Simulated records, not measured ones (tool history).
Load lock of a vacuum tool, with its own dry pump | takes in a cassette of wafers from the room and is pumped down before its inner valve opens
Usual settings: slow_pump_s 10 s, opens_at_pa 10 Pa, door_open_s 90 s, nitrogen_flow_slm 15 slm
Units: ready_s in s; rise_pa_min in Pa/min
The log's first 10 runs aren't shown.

run,hour,slow_pump_s,opens_at_pa,door_open_s,nitrogen_flow_slm,"incoming humidity of the room's air, %",ready_s,rise_pa_min
11,4558.5,10,10,90,15,44.2,21.58,0.406
12,5105.2,10,10,90,15,46.3,21.61,0.430
13,5535.2,10,10,90,18,46.2,21.72,0.432
# hour 5971.7: dry pump taken out, an overhauled one fitted
14,6090.0,10,10,90,18,46.8,20.19,0.476
15,6389.3,10,10,90,18,42.0,20.23,0.464
16,6820.2,10,10,90,15,45.8,20.26,0.493
17,7156.4,10,10,90,15,42.5,20.30,0.516
18,7726.1,10,10,90,15,45.9,20.41,0.525
19,8308.1,10,10,90,15,45.9,20.73,0.549
20,8913.7,10,10,90,15,44.4,20.42,0.597
# hour 9226.6: door's seal changed, seat wiped
21,9355.0,9,10,69,15,45.4,19.62,0.038

The next listed run, before its measurement:
22,9743.3,10,10,189,15,42.8,?,?

ready_s: 20.50 s
rise_pa_min: 0.083 Pa/min
Without the tool's hidden state the same run would have given ready_s 20.08 s, rise_pa_min 0.079 Pa/min.
